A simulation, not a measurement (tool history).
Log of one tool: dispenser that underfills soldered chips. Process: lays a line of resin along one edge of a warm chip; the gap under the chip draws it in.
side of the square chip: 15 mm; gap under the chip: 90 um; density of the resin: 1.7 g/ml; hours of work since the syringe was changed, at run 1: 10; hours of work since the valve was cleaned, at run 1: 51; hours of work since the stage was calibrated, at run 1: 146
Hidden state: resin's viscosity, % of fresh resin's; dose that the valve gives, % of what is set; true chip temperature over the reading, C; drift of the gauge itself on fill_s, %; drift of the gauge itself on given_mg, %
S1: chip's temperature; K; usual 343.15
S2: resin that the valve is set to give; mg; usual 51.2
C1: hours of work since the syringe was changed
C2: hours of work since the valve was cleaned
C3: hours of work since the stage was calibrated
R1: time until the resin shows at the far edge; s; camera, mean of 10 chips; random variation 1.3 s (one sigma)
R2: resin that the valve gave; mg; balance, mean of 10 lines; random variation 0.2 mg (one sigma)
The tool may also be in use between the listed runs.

{"run": 1, "hour": 0.0, "S1": 343.15, "S2": 51.2, "C1": 10, "C2": 51, "C3": 146, "R1": 245.6, "R2": 50.32}
{"hour": 1.0, "done": "new syringe of resin"}
{"hour": 5.6, "done": "dispensing valve cleaned and set on the balance"}
{"run": 2, "hour": 6.8, "S1": 331.15, "S2": 51.2, "C1": 4, "C2": 1, "C3": 150, "R1": 235.9, "R2": 51.55}
{"run": 3, "hour": 13.9, "S1": 343.15, "S2": 48.9, "C1": 9, "C2": 6, "C3": 156, "R1": 224.2, "R2": 48.84}
{"hour": 16.7, "done": "new syringe of resin"}
{"run": 4, "hour": 22.4, "S1": 343.15, "S2": 48.9, "C1": 4, "C2": 13, "C3": 162, "R1": 170.1, "R2": 48.6}
{"run": 5, "hour": 26.7, "S1": 343.15, "S2": 48.9, "C1": 8, "C2": 16, "C3": 165, "R1": 204.9, "R2": 48.72}
{"hour": 31.0, "done": "new syringe of resin"}
{"run": 6, "hour": 33.8, "S1": 343.15, "S2": 48.9, "C1": 2, "C2": 21, "C3": 170, "R1": 147.2, "R2": 48.48}
{"run": 7, "hour": 37.5, "S1": 343.15, "S2": 51.2, "C1": 5, "C2": 24, "C3": 173, "R1": 171.5, "R2": 50.61}
{"hour": 45.6, "done": "new syringe of resin"}
{"run": 8, "hour": 45.6, "S1": 343.15, "S2": 51.2, "C1": 0, "C2": 30, "C3": 179, "R1": 126.6, "R2": 50.58}
{"run": 9, "hour": 52.3, "S1": 343.15, "S2": 51.2, "C1": 5, "C2": 35, "C3": 184, "R1": 175.7, "R2": 50.65}
{"run": 10, "hour": 55.8, "S1": 343.15, "S2": 51.2, "C1": 8, "C2": 38, "C3": 187, "R1": 208.4, "R2": 49.99}
{"hour": 60.3, "done": "new syringe of resin"}
{"run": 11, "hour": 64.9, "S1": 343.15, "S2": 51.2, "C1": 4, "C2": 45, "C3": 194, "R1": 155.5, "R2": 50.25}
{"run": 12, "hour": 71.9, "S1": 348.15, "S2": 51.2, "C1": 9, "C2": 50, "C3": 199, "R1": 187, "R2": 50.3}
{"hour": 74.8, "done": "new syringe of resin"}
{"run": 13, "hour": 76.8, "S1": 348.15, "S2": 51.2, "C1": 2, "C2": 54, "C3": 203, "R1": 119.1, "R2": 50.41}
{"hour": 78.5, "done": "dispensing valve cleaned and set on the balance"}
{"run": 14, "hour": 84.2, "S1": 348.15, "S2": 51.2, "C1": 6, "C2": 4, "C3": 208, "R1": 165.9, "R2": 50.9}
{"hour": 90.3, "done": "new syringe of resin"}
{"run": 15, "hour": 92.2, "S1": 348.15, "S2": 51.2, "C1": 1, "C2": 10, "C3": 214, "R1": 115.7, "R2": 50.53}
{"run": 16, "hour": 99.4, "S1": 343.15, "S2": 49, "C1": 7, "C2": 16, "C3": 219, "R1": 192.6, "R2": 48.73}
{"hour": 104.9, "done": "new syringe of resin"}
{"run": 17, "hour": 106.0, "S1": 343.15, "S2": 49.7, "C1": 1, "C2": 21, "C3": 224, "R1": 136.2, "R2": 49.02}
{"run": 18, "hour": 111.8, "S1": 343.15, "S2": 49.7, "C1": 5, "C2": 25, "C3": 228, "R1": 182.4, "R2": 48.82}
{"run": 19, "hour": 117.5, "S1": 343.15, "S2": 44.2, "C1": 10, "C2": 30, "C3": 233, "R1": 242.8, "R2": 43.44}
{"hour": 119.5, "done": "new syringe of resin"}
{"run": 20, "hour": 126.3, "S1": 348.15, "S2": 48.9, "C1": 5, "C2": 36, "C3": 239, "R1": 149.4, "R2": 48.07}
{"hour": 133.8, "done": "new syringe of resin"}
{"run": 21, "hour": 134.3, "S1": 348.15, "S2": 48.9, "C1": 0, "C2": 42, "C3": 245, "R1": 107.4, "R2": 47.93}
{"run": 22, "hour": 141.5, "S1": 348.15, "S2": 48.9, "C1": 6, "C2": 47, "C3": 251, "R1": 153.6, "R2": 47.5}
{"hour": 148.6, "done": "new syringe of resin"}
{"run": 23, "hour": 148.7, "S1": 345.15, "S2": 43.6, "C1": 0, "C2": 53, "C3": 256, "R1": 123.7, "R2": 42.74}
{"hour": 151.6, "done": "dispensing valve cleaned and set on the balance"}
{"run": 24, "hour": 157.3, "S1": 339.15, "S2": 57.8, "C1": 6, "C2": 4, "C3": 262, "R1": 198.3, "R2": 57.88}
{"run": 25, "hour": 161.4, "S1": 339.15, "S2": 57.8, "C1": 9, "C2": 8, "C3": 265, "R1": 242, "R2": 57.71}
{"hour": 164.5, "done": "new syringe of resin"}
{"run": 26, "hour": 169.6, "S1": 342.15, "S2": 49, "C1": 4, "C2": 14, "C3": 271, "R1": 163.7, "R2": 48.63}
{"run": 27, "hour": 175.7, "S1": 356.15, "S2": 59.9, "C1": 9, "C2": 18, "C3": 276, "R1": 140.8, "R2": 59.05}
{"hour": 179.0, "done": "new syringe of resin"}
{"run": 28, "hour": 181.5, "S1": 356.15, "S2": 59.9, "C1": 2, "C2": 23, "C3": 280, "R1": 95.5, "R2": 59.39}
{"run": 29, "hour": 186.3, "S1": 337.15, "S2": 59.1, "C1": 6, "C2": 26, "C3": 284, "R1": 210.8, "R2": 58.48}
{"run": 30, "hour": 189.9, "S1": 330.15, "S2": 59.6, "C1": 8, "C2": 29, "C3": 287, "R1": 316.4, "R2": 58.67}
{"hour": 193.7, "done": "new syringe of resin"}
{"run": 31, "hour": 195.8, "S1": 333.15, "S2": 46.3, "C1": 2, "C2": 33, "C3": 291, "R1": 191.9, "R2": 45.4}
{"run": 32, "hour": 204.0, "S1": 331.15, "S2": 64.6, "C1": 8, "C2": 40, "C3": 297, "R1": 294.8, "R2": 63.23}
{"hour": 208.1, "done": "new syringe of resin"}
{"run": 33, "hour": 211.1, "S1": 335.15, "S2": 49.6, "C1": 2, "C2": 45, "C3": 302, "R1": 190, "R2": 48.62}
{"run": 34, "hour": 214.8, "S1": 353.15, "S2": 61.4, "C1": 5, "C2": 48, "C3": 305, "R1": 123.9, "R2": 60.56}
{"run": 35, "hour": 221.4, "S1": 330.15, "S2": 59.4, "C1": 10, "C2": 53, "C3": 310, "R1": 348.7, "R2": 58.27}

Forecast each of these 4 alternatives for the next run:
{"hour": 222.8, "done": "new syringe of resin"}
{"hour": 224.6, "done": "dispensing valve cleaned and set on the balance"}
{"run": "A", "hour": 229.8, "S1": 348.15, "S2": 59.4, "C1": 5, "C2": 4, "C3": 316, "R1": "?", "R2": "?"}
{"hour": 222.8, "done": "new syringe of resin"}
{"hour": 224.6, "done": "dispensing valve cleaned and set on the balance"}
{"run": "B", "hour": 229.8, "S1": 328.15, "S2": 51.2, "C1": 5, "C2": 4, "C3": 316, "R1": "?", "R2": "?"}
{"hour": 222.8, "done": "new syringe of resin"}
{"hour": 224.6, "done": "dispensing valve cleaned and set on the balance"}
{"run": "C", "hour": 229.8, "S1": 348.15, "S2": 50.3, "C1": 5, "C2": 4, "C3": 316, "R1": "?", "R2": "?"}
{"hour": 222.8, "done": "new syringe of resin"}
{"hour": 224.6, "done": "dispensing valve cleaned and set on the balance"}
{"run": "D", "hour": 229.8, "S1": 328.15, "S2": 56.4, "C1": 5, "C2": 4, "C3": 316, "R1": "?", "R2": "?"}

run=A R1=138.8 R2=59.64
run=B R1=273 R2=51.38
run=C R1=140.9 R2=50.05
run=D R1=268.2 R2=56.6
Without the tool's hidden state the same runs would have given:
run=A R1=108.3 R2=59.57
run=B R1=214 R2=51.32
run=C R1=110 R2=49.99
run=D R1=210.2 R2=56.54

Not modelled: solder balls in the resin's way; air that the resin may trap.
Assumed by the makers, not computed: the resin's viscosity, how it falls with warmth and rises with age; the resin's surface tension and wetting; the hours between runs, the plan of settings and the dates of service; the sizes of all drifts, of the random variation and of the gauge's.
